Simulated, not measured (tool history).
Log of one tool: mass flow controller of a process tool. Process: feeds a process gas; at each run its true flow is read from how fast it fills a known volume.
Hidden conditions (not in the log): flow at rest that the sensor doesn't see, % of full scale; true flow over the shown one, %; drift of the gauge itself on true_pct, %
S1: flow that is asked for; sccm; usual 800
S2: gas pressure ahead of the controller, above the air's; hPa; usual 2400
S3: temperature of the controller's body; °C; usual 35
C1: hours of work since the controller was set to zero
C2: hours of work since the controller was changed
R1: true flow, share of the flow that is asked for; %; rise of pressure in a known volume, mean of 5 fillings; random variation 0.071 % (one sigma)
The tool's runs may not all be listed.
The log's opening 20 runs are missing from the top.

Run 21, hour 2008.1: usual settings; C1 1816; C2 1816. Result: R1 100.33 %.
Run 22, hour 2067.4: usual settings; C1 1862; C2 1862. Result: R1 100.46 %.
Run 23, hour 2140.1: usual settings; C1 1920; C2 1920. Result: R1 100.49 %.
Run 24, hour 2206.5: usual settings; C1 1972; C2 1972. Result: R1 100.41 %.
Run 25, hour 2307.6: usual settings but S2 1420 hPa, S3 22 °C; C1 2051; C2 2051. Result: R1 100.48 %.
Run 26, hour 2409.2: usual settings but S2 1490 hPa, S3 27 °C; C1 2131; C2 2131. Result: R1 100.41 %.
Run 27, hour 2545.1: usual settings but S1 139 sccm, S3 37 °C; C1 2238; C2 2238. Result: R1 102.85 %.
Run 28, hour 2674.9: usual settings but S1 941 sccm, S2 1560 hPa, S3 32 °C; C1 2340; C2 2340. Result: R1 100.19 %.
Run 29, hour 2742.4: usual settings but S1 941 sccm, S2 1560 hPa, S3 32 °C; C1 2393; C2 2393. Result: R1 100.23 %.
Run 30, hour 2853.5: usual settings but S1 234 sccm, S2 2690 hPa, S3 37 °C; C1 2481; C2 2481. Result: R1 101.98 %.
Run 31, hour 2946.4: usual settings but S3 22 °C; C1 2554; C2 2554. Result: R1 101.43 %.
At hour 2957.3: controller's zero set anew.
Run 32, hour 3047.5: usual settings but S3 22 °C; C1 71; C2 2633. Result: R1 101.67 %.
Run 33, hour 3179.4: usual settings but S1 425 sccm, S3 40 °C; C1 175; C2 2737. Result: R1 101.26 %.
Run 34, hour 3308.1: usual settings but S1 585 sccm, S2 2470 hPa, S3 29 °C; C1 276; C2 2838. Result: R1 101.81 %.
At hour 3327.0: controller's zero set anew, once more.
Run 35, hour 3430.0: usual settings but S2 2480 hPa, S3 28 °C; C1 81; C2 2934. Result: R1 100.84 %.
Run 36, hour 3528.1: usual settings but S2 2480 hPa, S3 28 °C; C1 158; C2 3011. Result: R1 100.75 %.
Run 37, hour 3617.5: usual settings but S1 265 sccm, S2 2350 hPa, S3 31 °C; C1 229; C2 3081. Result: R1 100.33 %.
Run 38, hour 3741.2: usual settings but S1 265 sccm, S2 2350 hPa, S3 31 °C; C1 326; C2 3178. Result: R1 100.52 %.
Run 39, hour 3824.5: usual settings but S1 187 sccm, S2 2350 hPa, S3 23 °C; C1 391; C2 3244. Result: R1 101.04 %.
Run 40, hour 3947.1: usual settings but S1 877 sccm, S3 34 °C; C1 488; C2 3340. Result: R1 100.55 %.

Run 41 has not been measured yet. What should we expect?
Run 41, hour 4056.5: usual settings but S1 877 sccm, S3 34 °C; C1 574; C2 3426. Result: R1 ?.

{"run 41": {"R1": 100.5}}
With the hidden condition absent and the run-to-run variation left alone, this run would have shown R1 99.56 %.
